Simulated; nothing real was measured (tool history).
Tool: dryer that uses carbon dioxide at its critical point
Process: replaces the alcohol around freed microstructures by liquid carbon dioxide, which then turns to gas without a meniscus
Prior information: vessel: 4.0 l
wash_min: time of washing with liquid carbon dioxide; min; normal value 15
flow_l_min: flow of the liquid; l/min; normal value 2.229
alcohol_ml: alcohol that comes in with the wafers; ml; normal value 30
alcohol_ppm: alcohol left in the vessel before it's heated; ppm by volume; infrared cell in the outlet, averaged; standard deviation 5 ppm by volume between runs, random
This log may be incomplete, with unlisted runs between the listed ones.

run   hour  wash_min  flow_l_min  alcohol_ml  alcohol_ppm
  1    0.0        15       2.229          30           26
  2   13.2        15       2.229          30           37
  3   28.4        15       2.229          30           28
  4   44.5        15       2.229          30           25
  5   59.5        15       2.229         111           63
  6   75.1        15       2.229          30           36
  7   87.3        15       2.229          30           37
  8   98.0        15       2.229          68           53
  9  110.6        15       2.229          68           58
 10  129.1        15       2.229          68           54
 11  143.5        15       2.180          30           48
 12  156.3        15       2.180          30           50
 13  168.4        15       2.090          30           53
 14  176.3        15       2.090          30           47
 15  190.6        15       2.229          61           68
 16  206.6        15       2.229          30           57
 17  223.9        15       2.229          30           50
 18  236.9        11       2.229          30          103
 19  254.0        11       2.229          30           95
 20  270.8        15       2.229          80           74
 21  290.1        22       2.229          30           57
 22  297.9        11       2.229          30          103
 23  316.2        11       2.229          30          112
 24  325.4        24       1.870          21           61
 25  344.6        24       1.870          21           49
 26  360.8        22       2.140          25           59
 27  372.4        22       2.229          30           46
 28  384.1        11       2.229          30          111
 29  396.2        10       2.229          21          119
 30  412.4        10       2.229          21          132
 31  429.9        19       1.460          29           91

Predict the results of run 32:
 32  441.1        19       1.690          35            ?

alcohol_ppm: 80 ppm by volume
Take away the tool's hidden state, keep the run-to-run variation as it was, and the same run would have given alcohol_ppm 20 ppm by volume.

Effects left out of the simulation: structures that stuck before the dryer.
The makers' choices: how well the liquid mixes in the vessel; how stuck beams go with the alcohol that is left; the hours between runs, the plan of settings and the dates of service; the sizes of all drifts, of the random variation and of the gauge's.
